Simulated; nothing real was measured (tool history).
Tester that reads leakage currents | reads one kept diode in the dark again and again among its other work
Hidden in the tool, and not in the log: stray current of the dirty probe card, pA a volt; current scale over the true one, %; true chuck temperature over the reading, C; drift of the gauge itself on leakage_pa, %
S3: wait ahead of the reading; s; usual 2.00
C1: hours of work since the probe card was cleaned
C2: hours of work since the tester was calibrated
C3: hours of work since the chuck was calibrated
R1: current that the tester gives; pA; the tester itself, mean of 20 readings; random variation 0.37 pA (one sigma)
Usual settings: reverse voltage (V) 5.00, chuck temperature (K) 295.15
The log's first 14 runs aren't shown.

Run 15, hour 1584.5: usual settings but S3 0.88 s; C1 1570; C2 2873; C3 316. Result: R1 122.95 pA.
At hour 1625.9: probe card cleaned and baked.
Run 16, hour 1723.5: usual settings but S3 0.88 s; C1 42; C2 2932; C3 376. Result: R1 113.64 pA.
Run 17, hour 1868.6: usual settings but reverse voltage (V) 2.87; C1 106; C2 2995; C3 439. Result: R1 92.70 pA.
Run 18, hour 1933.8: usual settings but reverse voltage (V) 2.87; C1 134; C2 3023; C3 467. Result: R1 92.44 pA.
Run 19, hour 2000.4: usual settings but reverse voltage (V) 2.87; C1 163; C2 3052; C3 496. Result: R1 92.16 pA.
Run 20, hour 2065.5: usual settings but reverse voltage (V) 2.87; C1 191; C2 3081; C3 524. Result: R1 91.81 pA.
Run 21, hour 2141.0: usual settings but reverse voltage (V) 2.87; C1 224; C2 3114; C3 557. Result: R1 91.79 pA.
Run 22, hour 2265.1: usual settings but reverse voltage (V) 7.60, chuck temperature (K) 331.15; C1 278; C2 3168; C3 611. Result: R1 2879.66 pA.
Run 23, hour 2420.4: usual settings but reverse voltage (V) 7.60, chuck temperature (K) 331.15; C1 346; C2 3235; C3 679. Result: R1 2861.27 pA.
Run 24, hour 2494.9: usual settings but reverse voltage (V) 8.82, chuck temperature (K) 312.15; C1 378; C2 3268; C3 711. Result: R1 633.85 pA.
Run 25, hour 2581.5: usual settings but reverse voltage (V) 1.88; C1 416; C2 3305; C3 749. Result: R1 77.56 pA.
Run 26, hour 2709.3: usual settings but S3 0.34 s; C1 471; C2 3361; C3 805. Result: R1 111.30 pA.
Run 27, hour 2863.2: usual settings but reverse voltage (V) 6.03, S3 0.70 s; C1 538; C2 3428; C3 872. Result: R1 117.81 pA.
Run 28, hour 2959.1: usual settings but reverse voltage (V) 1.23, chuck temperature (K) 302.15, S3 2.19 s; C1 580; C2 3469; C3 913. Result: R1 127.43 pA.
Run 29, hour 3054.0: usual settings but reverse voltage (V) 1.23, chuck temperature (K) 302.15, S3 2.19 s; C1 621; C2 3511; C3 955. Result: R1 126.29 pA.
Run 30, hour 3191.6: usual settings but reverse voltage (V) 1.44, chuck temperature (K) 330.15, S3 5.02 s; C1 681; C2 3571; C3 1015. Result: R1 1452.29 pA.
At hour 3241.7: tester calibrated.
Run 31, hour 3348.9: usual settings but reverse voltage (V) 8.50, chuck temperature (K) 330.15, S3 8.05 s; C1 749; C2 47; C3 1082. Result: R1 2687.99 pA.
Run 32, hour 3429.6: usual settings but reverse voltage (V) 2.46, chuck temperature (K) 314.15, S3 0.75 s; C1 784; C2 82; C3 1117. Result: R1 471.28 pA.
At hour 3570.1: chuck's temperature calibrated.
Run 33, hour 3582.9: usual settings but reverse voltage (V) 2.46, chuck temperature (K) 314.15, S3 0.75 s; C1 850; C2 148; C3 6. Result: R1 534.60 pA.
Run 34, hour 3698.2: usual settings but reverse voltage (V) 15.93, chuck temperature (K) 321.15, S3 2.06 s; C1 900; C2 198; C3 56. Result: R1 1839.92 pA.
Run 35, hour 3844.8: usual settings but reverse voltage (V) 15.29, S3 1.45 s; C1 964; C2 262; C3 120. Result: R1 191.54 pA.
Run 36, hour 3986.3: usual settings but reverse voltage (V) 15.29, S3 1.45 s; C1 1025; C2 323; C3 181. Result: R1 191.67 pA.
Run 37, hour 4086.6: usual settings but reverse voltage (V) 1.08, chuck temperature (K) 304.15, S3 1.45 s; C1 1069; C2 367; C3 225. Result: R1 163.21 pA.
Run 38, hour 4221.9: usual settings but reverse voltage (V) 1.92, chuck temperature (K) 316.15; C1 1128; C2 426; C3 284. Result: R1 563.81 pA.
Run 39, hour 4354.4: usual settings but reverse voltage (V) 1.92, chuck temperature (K) 316.15; C1 1186; C2 483; C3 341. Result: R1 560.48 pA.

3 ways to go on from here, each from the tool as it stands after run 39. What would each give?
Run A, hour 4497.5: usual settings but reverse voltage (V) 6.52; C1 1248; C2 546; C3 404. Result: R1 ?.
Run B, hour 4497.5: usual settings but reverse voltage (V) 6.03, chuck temperature (K) 316.15; C1 1248; C2 546; C3 404. Result: R1 ?.
Run C, hour 4497.5: usual settings but reverse voltage (V) 1.63, chuck temperature (K) 307.15; C1 1248; C2 546; C3 404. Result: R1 ?.

run      R1
  A  134.19
  B  824.94
  C  241.74
Without the tool's hidden state the same runs would have given:
run      R1
  A  132.37
  B  856.56
  C  251.85
